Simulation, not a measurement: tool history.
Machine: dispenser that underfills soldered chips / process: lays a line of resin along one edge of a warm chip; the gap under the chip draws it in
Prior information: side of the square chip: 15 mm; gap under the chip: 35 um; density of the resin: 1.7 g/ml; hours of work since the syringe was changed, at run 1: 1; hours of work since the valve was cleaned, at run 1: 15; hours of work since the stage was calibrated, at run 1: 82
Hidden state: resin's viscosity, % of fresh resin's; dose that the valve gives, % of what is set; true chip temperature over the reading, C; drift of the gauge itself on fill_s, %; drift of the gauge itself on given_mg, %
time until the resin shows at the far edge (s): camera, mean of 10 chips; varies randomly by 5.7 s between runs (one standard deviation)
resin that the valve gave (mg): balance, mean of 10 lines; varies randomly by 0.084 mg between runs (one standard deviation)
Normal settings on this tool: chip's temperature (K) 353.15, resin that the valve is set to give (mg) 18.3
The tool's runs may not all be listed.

| run | hour | chip's temperature (K) | resin that the valve is set to give (mg) | hours of work since the syringe was changed | hours of work since the valve was cleaned | hours of work since the stage was calibrated | time until the resin shows at the far edge (s) | resin that the valve gave (mg) |
|---|---|---|---|---|---|---|---|---|
| 1 | 0 | 353.15 | 18.3 | 1 | 15 | 82 | 619.8 | 18.24 |
| 2 | 3.4 | 353.15 | 18.3 | 4 | 17 | 85 | 751.9 | 18.03 |
|  | 6.2 | new syringe of resin |
| 3 | 9.8 | 353.15 | 18.3 | 3 | 22 | 90 | 692.2 | 18.03 |
| 4 | 12.7 | 353.15 | 18.3 | 5 | 24 | 92 | 796.1 | 17.93 |
|  | 13.9 | new syringe of resin |
| 5 | 16.1 | 353.15 | 18.3 | 2 | 27 | 95 | 630.8 | 17.82 |
| 6 | 19.8 | 353.15 | 18.3 | 5 | 30 | 98 | 784.7 | 17.91 |
|  | 21.8 | new syringe of resin |
| 7 | 26.3 | 353.15 | 18.3 | 4 | 35 | 102 | 734.1 | 17.91 |
|  | 29.6 | new syringe of resin |
| 8 | 31.5 | 353.15 | 18.3 | 2 | 39 | 106 | 624.4 | 17.84 |
|  | 37.8 | new syringe of resin |
| 9 | 37.9 | 353.15 | 18.3 | 0 | 44 | 111 | 547.8 | 17.85 |
| 10 | 43.8 | 353.15 | 18.3 | 5 | 48 | 116 | 780.4 | 17.71 |
|  | 45.4 | new syringe of resin |
| 11 | 47.9 | 353.15 | 18.3 | 2 | 51 | 119 | 641.1 | 17.48 |
|  | 53.4 | new syringe of resin |
| 12 | 55.2 | 353.15 | 18.3 | 1 | 57 | 125 | 627.3 | 17.63 |
| 13 | 60.6 | 353.15 | 18.3 | 6 | 61 | 129 | 845.7 | 17.5 |
|  | 61.2 | new syringe of resin |
| 14 | 67.1 | 353.15 | 18.3 | 5 | 66 | 134 | 800.9 | 17.46 |
|  | 69.2 | new syringe of resin |
| 15 | 74.5 | 353.15 | 18.3 | 4 | 72 | 139 | 747.9 | 17.46 |
|  | 77.3 | new syringe of resin |
| 16 | 79.9 | 340.15 | 22 | 2 | 76 | 143 | 1181.2 | 20.82 |
| 17 | 83.7 | 341.15 | 22.5 | 5 | 79 | 146 | 1361.8 | 21.34 |
|  | 85.2 | new syringe of resin |
| 18 | 90.3 | 341.15 | 22.5 | 4 | 84 | 151 | 1273 | 21.22 |
|  | 92.9 | new syringe of resin |
| 19 | 97.7 | 341.15 | 22.5 | 4 | 90 | 157 | 1282.5 | 21.05 |
|  | 100.6 | new syringe of resin |
| 20 | 103.7 | 341.15 | 22.5 | 2 | 94 | 162 | 1129.4 | 21.15 |
|  | 108.8 | new syringe of resin |
| 21 | 110.7 | 341.15 | 22.5 | 1 | 99 | 167 | 1053.4 | 20.86 |
| 22 | 116.1 | 352.15 | 20.3 | 6 | 104 | 171 | 853.2 | 18.84 |
|  | 116.8 | new syringe of resin |
| 23 | 122.3 | 366.15 | 17 | 4 | 108 | 176 | 444.5 | 15.68 |
|  | 125 | new syringe of resin |
| 24 | 128.2 | 346.15 | 22.7 | 3 | 113 | 180 | 893.3 | 20.91 |
| 25 | 131.3 | 366.15 | 21.5 | 5 | 115 | 183 | 430.9 | 19.83 |
|  | 132.8 | new syringe of resin |
|  | 137.2 | dispensing valve cleaned and set on the balance |
| 26 | 138.1 | 343.15 | 21.3 | 3 | 1 | 187 | 1076.2 | 21.18 |
|  | 141.7 | new syringe of resin |
| 27 | 141.8 | 351.15 | 20.8 | 0 | 3 | 190 | 590.6 | 20.74 |

Here are 4 independent what-if runs from the current tool condition. What would each one return?
| A | 147.6 | 361.15 | 23.2 | 5 | 8 | 195 | ? | ? |
| B | 147.6 | 368.15 | 19.4 | 5 | 8 | 195 | ? | ? |
| C | 147.6 | 352.15 | 22 | 5 | 8 | 195 | ? | ? |
| D | 147.6 | 351.15 | 15.9 | 5 | 8 | 195 | ? | ? |

| run | time until the resin shows at the far edge (s) | resin that the valve gave (mg) |
|---|---|---|
| A | 510.5 | 22.88 |
| B | 389 | 19.31 |
| C | 773.4 | 21.88 |
| D | 874.4 | 15.77 |
With no hidden state in the tool, these same runs would have given:
| run | time until the resin shows at the far edge (s) | resin that the valve gave (mg) |
|---|---|---|
| A | 379.2 | 23.04 |
| B | 288.4 | 19.45 |
| C | 575.8 | 22.04 |
| D | 649.7 | 15.88 |

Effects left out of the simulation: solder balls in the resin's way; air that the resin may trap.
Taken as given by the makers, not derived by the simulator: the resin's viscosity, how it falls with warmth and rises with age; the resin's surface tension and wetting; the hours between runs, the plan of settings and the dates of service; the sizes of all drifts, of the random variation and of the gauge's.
